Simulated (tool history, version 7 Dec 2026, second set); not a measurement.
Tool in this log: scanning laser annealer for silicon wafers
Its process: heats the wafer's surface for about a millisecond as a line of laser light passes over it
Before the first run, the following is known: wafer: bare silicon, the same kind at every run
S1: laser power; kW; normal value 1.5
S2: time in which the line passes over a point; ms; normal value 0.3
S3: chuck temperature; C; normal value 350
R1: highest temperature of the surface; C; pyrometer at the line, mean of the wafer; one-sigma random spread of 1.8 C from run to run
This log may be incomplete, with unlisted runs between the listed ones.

| run | hour | S1 | S2 | S3 | R1 |
|---|---|---|---|---|---|
| 1 | 0 | 1.5 | 0.3 | 350 | 1152 |
| 2 | 22.6 | 1.5 | 0.3 | 316 | 1116 |
| 3 | 45.1 | 1.5 | 0.3 | 350 | 1150 |
| 4 | 58.8 | 1.5 | 0.3 | 350 | 1150 |
| 5 | 73.6 | 1.5 | 0.3 | 350 | 1148 |
| 6 | 85.6 | 1.289 | 0.3 | 350 | 1008 |
|  | 92.5 | optics aligned, line set to its width |
| 7 | 103 | 1.289 | 0.247 | 350 | 961 |
| 8 | 115 | 1.289 | 0.247 | 350 | 963 |
| 9 | 134.4 | 1.289 | 0.247 | 350 | 957 |
| 10 | 148.4 | 1.569 | 0.247 | 350 | 1132 |
| 11 | 162.9 | 1.569 | 0.247 | 350 | 1129 |
| 12 | 185.2 | 1.569 | 0.247 | 350 | 1131 |
| 13 | 199.6 | 1.569 | 0.247 | 350 | 1130 |
| 14 | 211.8 | 1.5 | 0.329 | 350 | 1202 |
| 15 | 233.9 | 1.5 | 0.329 | 350 | 1201 |
| 16 | 248.5 | 1.5 | 0.314 | 350 | 1181 |
| 17 | 267.9 | 1.5 | 0.314 | 350 | 1181 |
| 18 | 291 | 1.5 | 0.3 | 350 | 1158 |
| 19 | 311 | 1.616 | 0.3 | 350 | 1238 |
| 20 | 331.9 | 1.446 | 0.3 | 350 | 1121 |
| 21 | 341.7 | 1.446 | 0.3 | 350 | 1121 |
| 22 | 352.4 | 1.446 | 0.3 | 350 | 1122 |
| 23 | 372.5 | 1.5 | 0.367 | 390 | 1286 |
|  | 376.1 | window over the wafer cleaned |
| 24 | 389.2 | 1.5 | 0.367 | 390 | 1267 |
| 25 | 409.4 | 1.5 | 0.367 | 386 | 1261 |
|  | 421.3 | window over the wafer cleaned, once more |
| 26 | 434.5 | 1.5 | 0.367 | 386 | 1311 |
| 27 | 447.8 | 1.5 | 0.282 | 350 | 1154 |
| 28 | 459.2 | 1.5 | 0.3 | 350 | 1179 |
| 29 | 482.7 | 1.648 | 0.291 | 336 | 1256 |
| 30 | 496.6 | 1.648 | 0.291 | 336 | 1258 |
| 31 | 513.5 | 1.5 | 0.3 | 369 | 1199 |
| 32 | 534 | 1.531 | 0.291 | 364 | 1197 |
| 33 | 553.7 | 1.531 | 0.291 | 364 | 1199 |
| 34 | 566.5 | 1.565 | 0.3 | 350 | 1221 |
| 35 | 586.6 | 1.565 | 0.3 | 350 | 1220 |
| 36 | 608.1 | 1.565 | 0.3 | 350 | 1220 |
| 37 | 623 | 1.359 | 0.3 | 314 | 1040 |
| 38 | 644.5 | 1.471 | 0.221 | 350 | 1034 |
| 39 | 662.6 | 1.566 | 0.265 | 352 | 1166 |
| 40 | 673.5 | 1.461 | 0.265 | 352 | 1097 |

Below, each run's measurement less what the same run would have read without the hidden state. Both values contain the same run-to-run variation, but the gauge's scatter may not be the same in both:
Hidden state at play: light that passes the window, % of a clean one's; laser's true power over the reading, %; width of the line over the set one, %; drift of the gauge itself on peak_c, C.
| run | R1 |
|---|---|
| 1 | -29 |
| 2 | -29 |
| 3 | -30 |
| 4 | -31 |
| 5 | -31 |
| 6 | -27 |
| 7 | -9 |
| 8 | -9 |
| 9 | -10 |
| 10 | -13 |
| 11 | -14 |
| 12 | -14 |
| 13 | -15 |
| 14 | -18 |
| 15 | -18 |
| 16 | -18 |
| 17 | -19 |
| 18 | -19 |
| 19 | -23 |
| 20 | -20 |
| 21 | -21 |
| 22 | -21 |
| 23 | -25 |
| 24 | -44 |
| 25 | -45 |
| 26 | +2 |
| 27 | +1 |
| 28 | +0 |
| 29 | -1 |
| 30 | -1 |
| 31 | -2 |
| 32 | -3 |
| 33 | -4 |
| 34 | -4 |
| 35 | -6 |
| 36 | -6 |
| 37 | -6 |
| 38 | -6 |
| 39 | -8 |
| 40 | -7 |
